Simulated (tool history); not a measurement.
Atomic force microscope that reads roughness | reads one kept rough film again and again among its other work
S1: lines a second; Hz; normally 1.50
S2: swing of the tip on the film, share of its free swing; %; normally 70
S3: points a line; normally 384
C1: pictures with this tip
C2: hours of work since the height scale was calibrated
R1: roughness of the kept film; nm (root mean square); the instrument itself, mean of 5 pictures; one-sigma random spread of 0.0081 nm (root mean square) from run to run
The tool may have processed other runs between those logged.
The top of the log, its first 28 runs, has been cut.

run,hour,S1,S2,S3,C1,C2,R1
29,402.4,2.08,63,439,204,632,1.773
30,412.8,2.08,63,439,222,640,1.754
31,422.0,0.68,67,740,237,647,1.848
32,432.7,0.68,63,984,255,655,1.857
33,444.7,0.68,63,984,275,664,1.845
# hour 452.2: new tip fitted
34,463.2,0.91,70,705,18,677,1.815
35,478.8,0.82,70,674,44,689,1.821
36,496.0,2.36,77,384,72,702,1.620
37,513.9,2.36,87,384,102,716,1.476
38,530.7,2.36,87,384,130,729,1.468
39,539.8,1.50,84,887,145,736,1.641
40,555.8,1.50,84,887,172,748,1.639
41,568.2,1.50,84,887,193,757,1.649
42,586.8,1.32,59,905,224,771,1.845
43,604.7,1.49,56,367,253,785,1.834
44,614.5,1.49,56,367,270,793,1.833
# hour 625.4: new tip fitted
45,631.5,0.68,72,367,10,805,1.824
46,650.4,1.74,64,474,42,819,1.779
47,661.6,1.74,64,474,60,828,1.786
48,669.7,1.19,76,474,74,834,1.748
49,683.4,1.50,59,437,97,845,1.827
50,698.6,1.50,59,437,122,856,1.815
51,708.9,0.91,61,392,139,864,1.847
52,727.1,1.00,64,392,169,878,1.835

Forecast each of these 5 alternatives for the next run:
A,744.3,1.50,59,384,198,891,?
B,744.3,2.69,85,392,198,891,?
C,744.3,1.00,77,392,198,891,?
D,744.3,0.99,65,320,198,891,?
E,744.3,0.72,63,548,198,891,?

run,R1
A,1.831
B,1.459
C,1.755
D,1.830
E,1.845
The same runs, with their run-to-run variation unchanged, on a tool lacking any hidden condition would have given:
run,R1
A,1.836
B,1.464
C,1.760
D,1.836
E,1.851

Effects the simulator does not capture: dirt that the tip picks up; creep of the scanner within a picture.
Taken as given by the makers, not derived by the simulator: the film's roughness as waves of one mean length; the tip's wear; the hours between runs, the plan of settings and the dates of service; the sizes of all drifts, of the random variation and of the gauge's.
